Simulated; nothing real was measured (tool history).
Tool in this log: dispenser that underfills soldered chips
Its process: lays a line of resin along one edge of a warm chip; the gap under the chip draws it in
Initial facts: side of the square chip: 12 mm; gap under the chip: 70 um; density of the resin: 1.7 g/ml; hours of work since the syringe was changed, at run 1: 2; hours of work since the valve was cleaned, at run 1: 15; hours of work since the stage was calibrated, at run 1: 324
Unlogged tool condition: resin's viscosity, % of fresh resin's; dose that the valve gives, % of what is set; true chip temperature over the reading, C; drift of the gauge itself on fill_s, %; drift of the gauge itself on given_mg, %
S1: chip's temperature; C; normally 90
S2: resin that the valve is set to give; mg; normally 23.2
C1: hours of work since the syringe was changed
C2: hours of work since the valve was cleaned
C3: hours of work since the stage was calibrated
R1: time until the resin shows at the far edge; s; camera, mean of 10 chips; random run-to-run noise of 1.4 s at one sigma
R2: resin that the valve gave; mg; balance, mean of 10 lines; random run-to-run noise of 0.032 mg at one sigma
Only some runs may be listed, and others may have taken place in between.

run 1 day=0.000 | S1=90 S2=23.2 | C1=2 C2=15 C3=324 | R1=158.2 R2=23.03
-- day=0.246 new syringe of resin
run 2 day=0.500 | S1=90 S2=23.2 | C1=4 C2=23 C3=332 | R1=173.5 R2=22.93
-- day=0.625 new syringe of resin
run 3 day=0.775 | S1=90 S2=23.2 | C1=2 C2=27 C3=336 | R1=160.8 R2=22.87
-- day=0.996 new syringe of resin
run 4 day=1.038 | S1=90 S2=23.2 | C1=1 C2=31 C3=340 | R1=147.1 R2=22.72
-- day=1.362 new syringe of resin
run 5 day=1.379 | S1=90 S2=23.2 | C1=0 C2=36 C3=346 | R1=147.2 R2=22.72
run 6 day=1.708 | S1=100 S2=23.2 | C1=6 C2=42 C3=351 | R1=142.2 R2=22.62
-- day=1.762 new syringe of resin
-- day=1.875 dispensing valve cleaned and set on the balance
run 7 day=2.029 | S1=100 S2=23.2 | C1=4 C2=2 C3=355 | R1=124.8 R2=23.15
-- day=2.179 new syringe of resin
run 8 day=2.375 | S1=90 S2=23.2 | C1=3 C2=8 C3=361 | R1=162.6 R2=23.02
-- day=2.575 new syringe of resin
run 9 day=2.712 | S1=82 S2=23.2 | C1=2 C2=13 C3=366 | R1=207.3 R2=22.97
-- day=2.954 new syringe of resin
run 10 day=3.208 | S1=90 S2=23.2 | C1=4 C2=21 C3=373 | R1=177.4 R2=22.84
-- day=3.362 new syringe of resin
-- day=3.742 new syringe of resin
run 11 day=3.750 | S1=82 S2=23.2 | C1=0 C2=29 C3=382 | R1=185.1 R2=22.74
-- day=4.117 new syringe of resin
run 12 day=4.204 | S1=90 S2=23.2 | C1=1 C2=36 C3=389 | R1=152.0 R2=22.60
-- day=4.496 new syringe of resin
-- day=4.717 dispensing valve cleaned and set on the balance
run 13 day=4.754 | S1=90 S2=23.2 | C1=3 C2=1 C3=397 | R1=170.9 R2=23.32
-- day=4.925 new syringe of resin
run 14 day=5.221 | S1=84 S2=23.2 | C1=5 C2=8 C3=404 | R1=221.0 R2=23.16
-- day=5.308 new syringe of resin
-- day=5.683 new syringe of resin
run 15 day=5.692 | S1=84 S2=23.2 | C1=0 C2=15 C3=411 | R1=176.5 R2=23.05
-- day=6.075 new syringe of resin
run 16 day=6.192 | S1=84 S2=24.4 | C1=2 C2=23 C3=419 | R1=186.0 R2=24.08
-- day=6.450 new syringe of resin
run 17 day=6.500 | S1=90 S2=24.2 | C1=1 C2=28 C3=424 | R1=150.2 R2=23.83
-- day=6.833 new syringe of resin
run 18 day=6.962 | S1=90 S2=24.2 | C1=2 C2=35 C3=431 | R1=157.1 R2=23.70
-- day=7.208 new syringe of resin
run 19 day=7.258 | S1=90 S2=24.2 | C1=1 C2=39 C3=436 | R1=149.5 R2=23.63
-- day=7.562 dispensing valve cleaned and set on the balance
-- day=7.650 new syringe of resin
run 20 day=7.692 | S1=80 S2=26.6 | C1=1 C2=2 C3=442 | R1=199.7 R2=26.44
-- day=8.046 new syringe of resin
run 21 day=8.121 | S1=92 S2=20.6 | C1=1 C2=9 C3=448 | R1=147.9 R2=20.49
run 22 day=8.379 | S1=76 S2=29.7 | C1=5 C2=13 C3=452 | R1=297.0 R2=29.34
-- day=8.438 new syringe of resin
-- day=8.808 new syringe of resin
run 23 day=8.867 | S1=76 S2=29.6 | C1=1 C2=20 C3=460 | R1=231.7 R2=29.16
-- day=9.196 new syringe of resin
run 24 day=9.321 | S1=90 S2=20.8 | C1=2 C2=27 C3=467 | R1=162.7 R2=20.37
-- day=9.562 new syringe of resin
run 25 day=9.817 | S1=96 S2=24.1 | C1=4 C2=35 C3=475 | R1=147.6 R2=23.38
-- day=9.946 new syringe of resin
run 26 day=10.096 | S1=96 S2=24.1 | C1=2 C2=39 C3=479 | R1=137.0 R2=23.39
-- day=10.325 new syringe of resin
run 27 day=10.342 | S1=90 S2=20.9 | C1=0 C2=43 C3=483 | R1=151.6 R2=20.19
-- day=10.408 dispensing valve cleaned and set on the balance
-- day=10.575 stage's temperature calibrated
-- day=10.779 new syringe of resin
run 28 day=10.879 | S1=96 S2=24.5 | C1=2 C2=7 C3=5 | R1=122.0 R2=24.42
-- day=11.150 new syringe of resin
run 29 day=11.162 | S1=79 S2=21.9 | C1=0 C2=11 C3=9 | R1=200.7 R2=21.72
-- day=11.517 new syringe of resin
run 30 day=11.650 | S1=79 S2=21.9 | C1=2 C2=19 C3=17 | R1=225.0 R2=21.58
-- day=11.921 new syringe of resin
run 31 day=12.021 | S1=101 S2=23.7 | C1=2 C2=24 C3=22 | R1=104.8 R2=23.28
-- day=12.296 new syringe of resin
run 32 day=12.425 | S1=101 S2=23.7 | C1=2 C2=31 C3=29 | R1=107.2 R2=23.14
-- day=12.667 new syringe of resin
run 33 day=12.825 | S1=101 S2=23.7 | C1=3 C2=37 C3=35 | R1=113.0 R2=23.08

Hidden state or all else? Some run-to-run changes of R1, split into what the settings, what came in and random variation would give without the hidden state, and what is left for the hidden state (with any gauge scatter that isn't in both results):
Run 14 -> 15: new syringe of resin, new syringe of resin. R1 -44.5 s: hidden state -45.3, all else +0.8.
Run 21 -> 22: S1 92 -> 76, S2 20.6 -> 29.7. R1 +149.1 s: hidden state +67.2, all else +81.9.
Run 22 -> 23: S2 29.7 -> 29.6, new syringe of resin, new syringe of resin. R1 -65.3 s: hidden state -61.1, all else -4.2.
Run 28 -> 29: S1 96 -> 79, S2 24.5 -> 21.9, new syringe of resin. R1 +78.7 s: hidden state -6.6, all else +85.3.
Run 30 -> 31: S1 79 -> 101, S2 21.9 -> 23.7, new syringe of resin. R1 -120.2 s: hidden state -14.4, all else -105.8.
